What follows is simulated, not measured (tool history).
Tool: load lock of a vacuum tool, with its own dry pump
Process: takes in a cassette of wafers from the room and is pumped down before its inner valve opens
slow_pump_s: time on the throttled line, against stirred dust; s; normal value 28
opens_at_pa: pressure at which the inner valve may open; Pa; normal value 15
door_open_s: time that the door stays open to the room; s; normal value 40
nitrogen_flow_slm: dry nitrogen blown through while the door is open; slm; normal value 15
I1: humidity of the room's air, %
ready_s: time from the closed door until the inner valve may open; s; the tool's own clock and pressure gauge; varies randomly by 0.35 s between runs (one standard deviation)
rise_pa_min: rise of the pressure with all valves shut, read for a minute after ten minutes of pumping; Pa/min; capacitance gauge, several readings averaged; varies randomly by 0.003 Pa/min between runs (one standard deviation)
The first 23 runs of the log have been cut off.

run 24 hour=5498.6 | slow_pump_s=38 opens_at_pa=24 door_open_s=180 nitrogen_flow_slm=39 | I1=47.9 | ready_s=59.7 rise_pa_min=0.439
run 25 hour=5643.5 | slow_pump_s=28 opens_at_pa=15 door_open_s=25 nitrogen_flow_slm=15 | I1=45.8 | ready_s=54 rise_pa_min=0.432
run 26 hour=5951 | slow_pump_s=28 opens_at_pa=19 door_open_s=29 nitrogen_flow_slm=15 | I1=45.9 | ready_s=52.8 rise_pa_min=0.438
run 27 hour=6154.3 | slow_pump_s=28 opens_at_pa=15 door_open_s=47 nitrogen_flow_slm=15 | I1=48.7 | ready_s=53.6 rise_pa_min=0.461
run 28 hour=6416.4 | slow_pump_s=14 opens_at_pa=13 door_open_s=40 nitrogen_flow_slm=4 | I1=45.4 | ready_s=43.3 rise_pa_min=0.488
run 29 hour=6617.9 | slow_pump_s=14 opens_at_pa=13 door_open_s=122 nitrogen_flow_slm=4 | I1=42.6 | ready_s=43.7 rise_pa_min=0.521
run 30 hour=6805.1 | slow_pump_s=28 opens_at_pa=15 door_open_s=142 nitrogen_flow_slm=15 | I1=43.8 | ready_s=53.8 rise_pa_min=0.502
run 31 hour=7022.1 | slow_pump_s=28 opens_at_pa=15 door_open_s=142 nitrogen_flow_slm=15 | I1=46.2 | ready_s=54.4 rise_pa_min=0.503
run 32 hour=7366.4 | slow_pump_s=28 opens_at_pa=15 door_open_s=40 nitrogen_flow_slm=10 | I1=46.1 | ready_s=54.7 rise_pa_min=0.5
run 33 hour=7589.9 | slow_pump_s=14 opens_at_pa=15 door_open_s=96 nitrogen_flow_slm=7 | I1=42.1 | ready_s=43.3 rise_pa_min=0.527
-- hour=7650.1 dry pump taken out, an overhauled one fitted
run 34 hour=7925.4 | slow_pump_s=14 opens_at_pa=15 door_open_s=96 nitrogen_flow_slm=7 | I1=45.1 | ready_s=37.4 rise_pa_min=0.546
run 35 hour=8174.7 | slow_pump_s=28 opens_at_pa=23 door_open_s=157 nitrogen_flow_slm=16 | I1=44.8 | ready_s=47.9 rise_pa_min=0.533
run 36 hour=8352.9 | slow_pump_s=40 opens_at_pa=13 door_open_s=37 nitrogen_flow_slm=17 | I1=44.5 | ready_s=59.4 rise_pa_min=0.526
run 37 hour=8518.4 | slow_pump_s=40 opens_at_pa=13 door_open_s=37 nitrogen_flow_slm=17 | I1=46.6 | ready_s=59.2 rise_pa_min=0.537

Branching from run 37: 3 alternative next runs. What would each branch give?
run A hour=8831.9 | slow_pump_s=40 opens_at_pa=16 door_open_s=94 nitrogen_flow_slm=17 | I1=44.8 | ready_s=? rise_pa_min=?
run B hour=8831.9 | slow_pump_s=24 opens_at_pa=21 door_open_s=37 nitrogen_flow_slm=12 | I1=46 | ready_s=? rise_pa_min=?
run C hour=8831.9 | slow_pump_s=42 opens_at_pa=28 door_open_s=40 nitrogen_flow_slm=13 | I1=45 | ready_s=? rise_pa_min=?

run=A ready_s=58 rise_pa_min=0.568
run=B ready_s=44.4 rise_pa_min=0.55
run=C ready_s=57.9 rise_pa_min=0.552
Take away the tool's hidden state, keep each run's random variation, and the runs would have read:
run=A ready_s=57.8 rise_pa_min=0.034
run=B ready_s=44.1 rise_pa_min=0.021
run=C ready_s=57.7 rise_pa_min=0.026

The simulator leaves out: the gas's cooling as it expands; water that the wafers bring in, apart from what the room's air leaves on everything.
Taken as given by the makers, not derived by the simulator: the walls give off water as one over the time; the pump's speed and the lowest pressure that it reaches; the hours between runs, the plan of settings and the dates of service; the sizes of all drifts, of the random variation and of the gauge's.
